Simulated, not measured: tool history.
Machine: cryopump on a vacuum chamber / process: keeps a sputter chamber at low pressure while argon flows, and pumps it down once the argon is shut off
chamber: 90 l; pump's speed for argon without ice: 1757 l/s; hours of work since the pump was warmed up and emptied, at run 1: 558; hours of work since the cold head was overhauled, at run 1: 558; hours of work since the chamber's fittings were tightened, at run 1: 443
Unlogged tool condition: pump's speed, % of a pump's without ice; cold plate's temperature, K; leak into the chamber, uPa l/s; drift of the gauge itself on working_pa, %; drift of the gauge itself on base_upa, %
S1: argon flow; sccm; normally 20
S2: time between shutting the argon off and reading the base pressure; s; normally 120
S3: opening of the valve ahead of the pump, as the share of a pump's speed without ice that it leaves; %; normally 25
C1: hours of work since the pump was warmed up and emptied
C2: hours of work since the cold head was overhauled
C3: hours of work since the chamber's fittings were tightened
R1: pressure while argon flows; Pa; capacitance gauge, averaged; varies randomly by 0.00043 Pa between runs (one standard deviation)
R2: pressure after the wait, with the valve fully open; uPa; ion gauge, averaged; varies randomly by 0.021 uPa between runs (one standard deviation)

| run | hour | S1 | S2 | S3 | C1 | C2 | C3 | R1 | R2 |
|---|---|---|---|---|---|---|---|---|---|
| 1 | 0.0 | 20 | 120 | 25 | 558 | 558 | 443 | 0.0788 | 0.63 |
| 2 | 12.7 | 20 | 120 | 19 | 567 | 567 | 453 | 0.1043 | 0.59 |
| 3 | 22.8 | 20 | 120 | 19 | 575 | 575 | 460 | 0.1035 | 0.63 |
| 4 | 36.9 | 27 | 120 | 25 | 585 | 585 | 471 | 0.1067 | 0.59 |
| 5 | 45.1 | 27 | 120 | 25 | 592 | 592 | 477 | 0.1071 | 0.61 |
| 6 | 64.6 | 20 | 127 | 25 | 606 | 606 | 492 | 0.0791 | 0.59 |
| 7 | 82.5 | 20 | 127 | 25 | 620 | 620 | 505 | 0.0794 | 0.64 |
| 8 | 91.2 | 20 | 120 | 25 | 626 | 626 | 512 | 0.0795 | 0.65 |
| 9 | 103.8 | 20 | 120 | 25 | 636 | 636 | 522 | 0.0802 | 0.65 |
| 10 | 117.6 | 20 | 120 | 16 | 646 | 646 | 532 | 0.1227 | 0.65 |
| 11 | 135.8 | 20 | 120 | 16 | 660 | 660 | 546 | 0.1233 | 0.67 |
| 12 | 153.8 | 20 | 120 | 16 | 674 | 674 | 559 | 0.1225 | 0.68 |
| 13 | 172.0 | 20 | 120 | 16 | 687 | 687 | 573 | 0.1222 | 0.68 |
| 14 | 180.3 | 20 | 120 | 16 | 694 | 694 | 579 | 0.1238 | 0.70 |
| 15 | 195.9 | 20 | 120 | 25 | 705 | 705 | 591 | 0.0800 | 0.71 |
| 16 | 207.5 | 20 | 120 | 25 | 714 | 714 | 600 | 0.0800 | 0.68 |
| 17 | 220.7 | 20 | 120 | 35 | 724 | 724 | 610 | 0.0579 | 0.71 |
| 18 | 233.1 | 20 | 35 | 17 | 733 | 733 | 619 | 0.1168 | 1.08 |
| 19 | 251.6 | 20 | 35 | 17 | 747 | 747 | 633 | 0.1168 | 1.09 |
| 20 | 266.1 | 20 | 35 | 17 | 758 | 758 | 644 | 0.1168 | 1.08 |
| 21 | 279.2 | 20 | 35 | 17 | 768 | 768 | 654 | 0.1162 | 1.12 |
| 22 | 298.3 | 25 | 39 | 21 | 783 | 783 | 668 | 0.1181 | 1.08 |
| 23 | 309.5 | 25 | 28 | 45 | 791 | 791 | 677 | 0.0570 | 1.28 |
| 24 | 327.9 | 31 | 29 | 25 | 805 | 805 | 691 | 0.1247 | 1.28 |
| 25 | 339.4 | 31 | 159 | 17 | 814 | 814 | 699 | 0.1805 | 0.76 |
| 26 | 358.6 | 31 | 159 | 17 | 828 | 828 | 714 | 0.1812 | 0.72 |
| 27 | 377.0 | 21 | 31 | 42 | 842 | 842 | 728 | 0.0521 | 1.23 |
| 28 | 390.9 | 21 | 31 | 42 | 853 | 853 | 738 | 0.0524 | 1.23 |
| 29 | 404.8 | 21 | 31 | 42 | 863 | 863 | 749 | 0.0510 | 1.28 |
| 30 | 422.2 | 27 | 292 | 58 | 876 | 876 | 762 | 0.0501 | 0.73 |
| 31 | 432.5 | 27 | 292 | 58 | 884 | 884 | 770 | 0.0503 | 0.74 |
| 32 | 443.0 | 20 | 36 | 25 | 892 | 892 | 778 | 0.0812 | 1.15 |
| 33 | 455.5 | 12 | 45 | 19 | 901 | 901 | 787 | 0.0624 | 1.11 |

The logged runs with the hidden state left out (each run's random variation unchanged):
| run | R1 | R2 |
|---|---|---|
| 1 | 0.0765 | 0.36 |
| 2 | 0.1019 | 0.31 |
| 3 | 0.1011 | 0.35 |
| 4 | 0.1033 | 0.31 |
| 5 | 0.1038 | 0.31 |
| 6 | 0.0766 | 0.30 |
| 7 | 0.0768 | 0.33 |
| 8 | 0.0768 | 0.33 |
| 9 | 0.0775 | 0.33 |
| 10 | 0.1200 | 0.32 |
| 11 | 0.1205 | 0.34 |
| 12 | 0.1197 | 0.33 |
| 13 | 0.1194 | 0.32 |
| 14 | 0.1209 | 0.34 |
| 15 | 0.0770 | 0.33 |
| 16 | 0.0770 | 0.31 |
| 17 | 0.0548 | 0.31 |
| 18 | 0.1137 | 0.70 |
| 19 | 0.1137 | 0.70 |
| 20 | 0.1136 | 0.68 |
| 21 | 0.1130 | 0.71 |
| 22 | 0.1140 | 0.67 |
| 23 | 0.0529 | 0.86 |
| 24 | 0.1195 | 0.83 |
| 25 | 0.1752 | 0.32 |
| 26 | 0.1759 | 0.26 |
| 27 | 0.0484 | 0.77 |
| 28 | 0.0486 | 0.75 |
| 29 | 0.0472 | 0.79 |
| 30 | 0.0451 | 0.23 |
| 31 | 0.0453 | 0.24 |
| 32 | 0.0774 | 0.66 |
| 33 | 0.0602 | 0.61 |

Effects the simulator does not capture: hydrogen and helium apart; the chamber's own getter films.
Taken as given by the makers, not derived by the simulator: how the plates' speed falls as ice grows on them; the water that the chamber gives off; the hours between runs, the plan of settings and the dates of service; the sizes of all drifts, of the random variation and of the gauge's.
